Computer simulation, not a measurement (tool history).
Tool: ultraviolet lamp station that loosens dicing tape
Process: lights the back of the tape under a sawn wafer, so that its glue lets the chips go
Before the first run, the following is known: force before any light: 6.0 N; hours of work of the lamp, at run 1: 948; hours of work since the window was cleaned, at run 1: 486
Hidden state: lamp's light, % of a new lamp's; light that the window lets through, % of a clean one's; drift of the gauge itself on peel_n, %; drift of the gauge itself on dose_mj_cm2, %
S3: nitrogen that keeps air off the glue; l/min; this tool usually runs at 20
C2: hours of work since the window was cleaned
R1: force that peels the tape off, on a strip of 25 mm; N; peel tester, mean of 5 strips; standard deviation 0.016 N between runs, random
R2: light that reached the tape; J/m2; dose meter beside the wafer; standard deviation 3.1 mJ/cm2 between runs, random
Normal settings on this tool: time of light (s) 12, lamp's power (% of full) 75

run 1 hour=0 | time_of_light_(s)=12 lamp's_power_(%_of_full)=75 S3=20 | hours_of_work_of_the_lamp=948 C2=486 | R1=1.31 R2=3510
run 2 hour=61.6 | time_of_light_(s)=12 lamp's_power_(%_of_full)=75 S3=20 | hours_of_work_of_the_lamp=997 C2=534 | R1=1.285 R2=3390
-- hour=86.6 window cleaned of glue's vapour
run 3 hour=151.6 | time_of_light_(s)=12 lamp's_power_(%_of_full)=75 S3=20 | hours_of_work_of_the_lamp=1067 C2=51 | R1=1.102 R2=3860
run 4 hour=192.4 | time_of_light_(s)=12 lamp's_power_(%_of_full)=75 S3=20 | hours_of_work_of_the_lamp=1099 C2=83 | R1=1.103 R2=3810
run 5 hour=286.9 | time_of_light_(s)=12 lamp's_power_(%_of_full)=75 S3=20 | hours_of_work_of_the_lamp=1173 C2=157 | R1=1.166 R2=3710
run 6 hour=342.5 | time_of_light_(s)=12 lamp's_power_(%_of_full)=75 S3=20 | hours_of_work_of_the_lamp=1216 C2=200 | R1=1.177 R2=3540
-- hour=385.9 lamp changed
run 7 hour=386.6 | time_of_light_(s)=15 lamp's_power_(%_of_full)=75 S3=18 | hours_of_work_of_the_lamp=1 C2=234 | R1=0.582 R2=5540
run 8 hour=454.9 | time_of_light_(s)=15 lamp's_power_(%_of_full)=86 S3=18 | hours_of_work_of_the_lamp=54 C2=287 | R1=0.459 R2=6210
run 9 hour=506.1 | time_of_light_(s)=15 lamp's_power_(%_of_full)=98 S3=18 | hours_of_work_of_the_lamp=94 C2=327 | R1=0.374 R2=6930
run 10 hour=591.8 | time_of_light_(s)=15 lamp's_power_(%_of_full)=98 S3=18 | hours_of_work_of_the_lamp=161 C2=394 | R1=0.401 R2=6750
run 11 hour=684.9 | time_of_light_(s)=11 lamp's_power_(%_of_full)=65 S3=15 | hours_of_work_of_the_lamp=234 C2=467 | R1=1.709 R2=3200
run 12 hour=727.5 | time_of_light_(s)=12 lamp's_power_(%_of_full)=78 S3=32 | hours_of_work_of_the_lamp=267 C2=501 | R1=0.705 R2=4090

Predict each of these 4 candidate next runs independently; none follows another, all start after run 12:
run A hour=787.8 | time_of_light_(s)=22 lamp's_power_(%_of_full)=83 S3=20 | hours_of_work_of_the_lamp=315 C2=548 | R1=? R2=?
run B hour=787.8 | time_of_light_(s)=16 lamp's_power_(%_of_full)=75 S3=20 | hours_of_work_of_the_lamp=315 C2=548 | R1=? R2=?
run C hour=787.8 | time_of_light_(s)=8 lamp's_power_(%_of_full)=67 S3=20 | hours_of_work_of_the_lamp=315 C2=548 | R1=? R2=?
run D hour=787.8 | time_of_light_(s)=12 lamp's_power_(%_of_full)=85 S3=12 | hours_of_work_of_the_lamp=315 C2=548 | R1=? R2=?

run=A R1=0.268 R2=7790
run=B R1=0.645 R2=5130
run=C R1=2.063 R2=2280
run=D R1=1.233 R2=4370
Without the tool's unlogged condition, the same runs would have read:
run=A R1=0.176 R2=9730
run=B R1=0.405 R2=6400
run=C R1=1.606 R2=2850
run=D R1=0.852 R2=5450

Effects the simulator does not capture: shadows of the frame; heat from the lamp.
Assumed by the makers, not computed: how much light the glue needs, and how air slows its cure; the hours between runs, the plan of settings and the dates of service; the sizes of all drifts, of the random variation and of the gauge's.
